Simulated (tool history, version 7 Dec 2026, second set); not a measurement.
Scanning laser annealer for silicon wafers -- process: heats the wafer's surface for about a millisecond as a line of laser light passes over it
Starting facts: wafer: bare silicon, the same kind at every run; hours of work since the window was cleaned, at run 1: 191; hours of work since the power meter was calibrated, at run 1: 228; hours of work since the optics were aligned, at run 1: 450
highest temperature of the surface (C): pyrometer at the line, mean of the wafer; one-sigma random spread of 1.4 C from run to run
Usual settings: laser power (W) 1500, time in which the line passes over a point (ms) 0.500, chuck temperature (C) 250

| run | hour | laser power (W) | time in which the line passes over a point (ms) | chuck temperature (C) | hours of work since the window was cleaned | hours of work since the power meter was calibrated | hours of work since the optics were aligned | highest temperature of the surface (C) |
|---|---|---|---|---|---|---|---|---|
| 1 | 0.0 | 1500 | 0.500 | 250 | 191 | 228 | 450 | 975 |
| 2 | 23.3 | 1500 | 0.500 | 250 | 204 | 242 | 464 | 977 |
| 3 | 40.7 | 1500 | 0.500 | 250 | 214 | 252 | 474 | 972 |
| 4 | 56.2 | 1464 | 0.500 | 250 | 224 | 261 | 483 | 951 |
| 5 | 91.0 | 1464 | 0.500 | 250 | 244 | 281 | 503 | 950 |
| 6 | 121.3 | 1500 | 0.500 | 248 | 262 | 299 | 521 | 969 |
| 7 | 137.2 | 1500 | 0.437 | 250 | 271 | 309 | 530 | 920 |
| 8 | 156.5 | 1500 | 0.437 | 221 | 282 | 320 | 542 | 890 |
| 9 | 172.1 | 1500 | 0.500 | 254 | 292 | 329 | 551 | 975 |
| 10 | 187.1 | 1500 | 0.500 | 254 | 300 | 338 | 560 | 976 |
| 11 | 214.6 | 1500 | 0.500 | 254 | 316 | 354 | 576 | 974 |
| 12 | 238.1 | 1500 | 0.500 | 254 | 330 | 368 | 590 | 972 |
| 13 | 254.4 | 1500 | 0.500 | 254 | 340 | 377 | 599 | 974 |
| 14 | 288.6 | 1500 | 0.500 | 226 | 360 | 397 | 619 | 944 |
| 15 | 312.7 | 1500 | 0.500 | 226 | 374 | 412 | 633 | 943 |
| 16 | 332.6 | 1500 | 0.500 | 226 | 386 | 423 | 645 | 941 |
| 17 | 354.0 | 1500 | 0.500 | 250 | 398 | 436 | 658 | 967 |
| 18 | 388.8 | 1500 | 0.500 | 250 | 419 | 456 | 678 | 967 |
| 19 | 409.3 | 1500 | 0.500 | 250 | 431 | 468 | 690 | 965 |
| 20 | 441.5 | 1500 | 0.480 | 250 | 450 | 487 | 709 | 948 |
| 21 | 469.6 | 1500 | 0.480 | 250 | 466 | 504 | 725 | 945 |
| 22 | 492.3 | 1573 | 0.548 | 250 | 479 | 517 | 739 | 1047 |
| 23 | 507.3 | 1646 | 0.529 | 250 | 488 | 526 | 748 | 1078 |
|  | 522.8 | window over the wafer cleaned |
| 24 | 534.8 | 1381 | 0.378 | 284 | 7 | 541 | 762 | 850 |
| 25 | 563.2 | 1300 | 0.500 | 219 | 24 | 557 | 779 | 825 |
| 26 | 595.1 | 1377 | 0.500 | 219 | 42 | 576 | 798 | 871 |
| 27 | 622.8 | 1377 | 0.500 | 219 | 59 | 592 | 814 | 870 |
| 28 | 652.5 | 1435 | 0.402 | 283 | 76 | 610 | 832 | 892 |
| 29 | 684.6 | 1435 | 0.437 | 283 | 95 | 629 | 850 | 921 |
| 30 | 704.4 | 1373 | 0.500 | 258 | 107 | 640 | 862 | 906 |
| 31 | 729.1 | 1373 | 0.500 | 258 | 121 | 655 | 876 | 904 |
| 32 | 762.5 | 1410 | 0.456 | 284 | 141 | 674 | 896 | 919 |
| 33 | 786.7 | 1500 | 0.570 | 250 | 155 | 688 | 910 | 1031 |
| 34 | 816.1 | 1313 | 0.557 | 227 | 172 | 706 | 928 | 876 |
| 35 | 837.9 | 1571 | 0.437 | 243 | 185 | 719 | 940 | 955 |
|  | 859.4 | optics aligned, line set to its width |
| 36 | 861.9 | 1480 | 0.437 | 251 | 196 | 730 | 1 | 915 |
| 37 | 885.0 | 1480 | 0.459 | 225 | 210 | 743 | 15 | 907 |
| 38 | 912.7 | 1480 | 0.399 | 225 | 226 | 759 | 31 | 858 |
| 39 | 933.9 | 1480 | 0.399 | 225 | 238 | 772 | 44 | 854 |
| 40 | 966.3 | 1444 | 0.500 | 277 | 257 | 791 | 63 | 969 |

Hidden state at the last listed run before each entry between runs and at the first one after, where it differs:
In the gap between runs 23 and 24: window over the wafer cleaned (hour 522.8)
  light that passes the window, % of a clean one's: 97.63 -> 99.69; width of the line over the set one, %: 0.86 -> 0.87
  what was measured, less what the result would be without the hidden state, highest temperature of the surface (C): -31 -> -5
In the gap between runs 35 and 36: optics aligned, line set to its width (hour 859.4)
  light that passes the window, % of a clean one's: 98.92 -> 98.87; laser's true power over the reading, %: 0.12 -> 0.13; width of the line over the set one, %: 1.07 -> 0.08
  what was measured, less what the result would be without the hidden state, highest temperature of the surface (C): -15 -> -9
